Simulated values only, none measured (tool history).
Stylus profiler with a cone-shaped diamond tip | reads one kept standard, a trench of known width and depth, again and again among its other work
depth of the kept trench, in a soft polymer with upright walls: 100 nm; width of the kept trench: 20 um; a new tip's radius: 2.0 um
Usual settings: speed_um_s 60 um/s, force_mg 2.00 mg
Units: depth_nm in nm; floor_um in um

run	day	speed_um_s	force_mg	depth_nm	floor_um
1	0.000	60	2.00	100.81	18.24
2	1.983	60	2.00	100.82	18.29
3	3.083	47	2.00	100.85	18.36
4	4.862	60	2.00	100.80	18.28
5	5.833	60	2.00	100.72	18.29
6	7.608	60	1.84	100.81	18.28
7	9.779	60	1.84	100.62	18.26
8	11.808	60	1.84	100.65	18.26
9	13.771	17	4.84	101.63	18.41
10	15.629	51	4.65	101.73	18.29
11	16.721	232	4.50	101.58	17.97
12	18.029	174	2.00	100.65	17.89
13	19.654	174	2.00	100.58	17.86
14	21.542	151	1.55	100.43	17.91

4 ways to go on from here, each from the tool as it stands after run 14. What would each give?
A	23.679	109	1.14	?	?
B	23.679	55	1.63	?	?
C	23.679	154	1.55	?	?
D	23.679	151	1.68	?	?

run	depth_nm	floor_um
A	100.20	17.93
B	100.45	18.19
C	100.46	17.91
D	100.60	17.85
Without the tool's hidden state the same runs would have given:
run	depth_nm	floor_um
A	100.91	18.28
B	101.17	18.55
C	101.18	18.27
D	101.32	18.21
